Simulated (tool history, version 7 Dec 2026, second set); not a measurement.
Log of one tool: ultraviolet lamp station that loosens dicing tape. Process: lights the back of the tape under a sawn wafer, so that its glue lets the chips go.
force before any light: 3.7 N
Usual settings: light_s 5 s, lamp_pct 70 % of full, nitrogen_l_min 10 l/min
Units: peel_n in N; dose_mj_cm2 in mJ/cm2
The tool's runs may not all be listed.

{"run": 1, "hour": 0.0, "light_s": 5, "lamp_pct": 70, "nitrogen_l_min": 10, "peel_n": 0.286, "dose_mj_cm2": 383}
{"run": 2, "hour": 42.2, "light_s": 5, "lamp_pct": 70, "nitrogen_l_min": 10, "peel_n": 0.281, "dose_mj_cm2": 382}
{"run": 3, "hour": 73.8, "light_s": 5, "lamp_pct": 70, "nitrogen_l_min": 6, "peel_n": 0.366, "dose_mj_cm2": 375}
{"run": 4, "hour": 101.5, "light_s": 5, "lamp_pct": 70, "nitrogen_l_min": 10, "peel_n": 0.294, "dose_mj_cm2": 372}
{"run": 5, "hour": 128.7, "light_s": 5, "lamp_pct": 70, "nitrogen_l_min": 10, "peel_n": 0.295, "dose_mj_cm2": 375}
{"run": 6, "hour": 155.5, "light_s": 5, "lamp_pct": 70, "nitrogen_l_min": 10, "peel_n": 0.303, "dose_mj_cm2": 366}
{"run": 7, "hour": 193.6, "light_s": 5, "lamp_pct": 70, "nitrogen_l_min": 10, "peel_n": 0.287, "dose_mj_cm2": 365}
{"run": 8, "hour": 227.9, "light_s": 5, "lamp_pct": 70, "nitrogen_l_min": 10, "peel_n": 0.326, "dose_mj_cm2": 368}
{"run": 9, "hour": 256.3, "light_s": 5, "lamp_pct": 70, "nitrogen_l_min": 10, "peel_n": 0.315, "dose_mj_cm2": 359}
{"run": 10, "hour": 294.4, "light_s": 5, "lamp_pct": 72, "nitrogen_l_min": 5, "peel_n": 0.424, "dose_mj_cm2": 368}
{"run": 11, "hour": 334.0, "light_s": 2, "lamp_pct": 91, "nitrogen_l_min": 5, "peel_n": 1.139, "dose_mj_cm2": 183}
{"run": 12, "hour": 375.9, "light_s": 4, "lamp_pct": 91, "nitrogen_l_min": 7, "peel_n": 0.356, "dose_mj_cm2": 368}
{"run": 13, "hour": 430.7, "light_s": 4, "lamp_pct": 91, "nitrogen_l_min": 7, "peel_n": 0.373, "dose_mj_cm2": 359}
{"run": 14, "hour": 461.9, "light_s": 9, "lamp_pct": 91, "nitrogen_l_min": 7, "peel_n": 0.138, "dose_mj_cm2": 812}
{"run": 15, "hour": 497.7, "light_s": 9, "lamp_pct": 91, "nitrogen_l_min": 7, "peel_n": 0.137, "dose_mj_cm2": 812}
{"run": 16, "hour": 537.2, "light_s": 9, "lamp_pct": 91, "nitrogen_l_min": 7, "peel_n": 0.132, "dose_mj_cm2": 806}
{"run": 17, "hour": 565.0, "light_s": 7, "lamp_pct": 76, "nitrogen_l_min": 11, "peel_n": 0.173, "dose_mj_cm2": 513}
{"run": 18, "hour": 593.6, "light_s": 7, "lamp_pct": 76, "nitrogen_l_min": 11, "peel_n": 0.183, "dose_mj_cm2": 513}

Hidden state or all else? Some run-to-run changes of peel_n, split into what the settings, what came in and random variation would give without the hidden state, and what is left for the hidden state (with any gauge scatter that isn't in both results):
The hidden state here: lamp's light, % of a new lamp's; light that the window lets through, % of a clean one's; drift of the gauge itself on peel_n, %; drift of the gauge itself on dose_mj_cm2, %.
Run 11 -> 12: light_s 2 -> 4, nitrogen_l_min 5 -> 7. peel_n -0.783 N: hidden state -0.071, all else -0.712.
Run 13 -> 14: light_s 4 -> 9. peel_n -0.235 N: hidden state -0.072, all else -0.163.
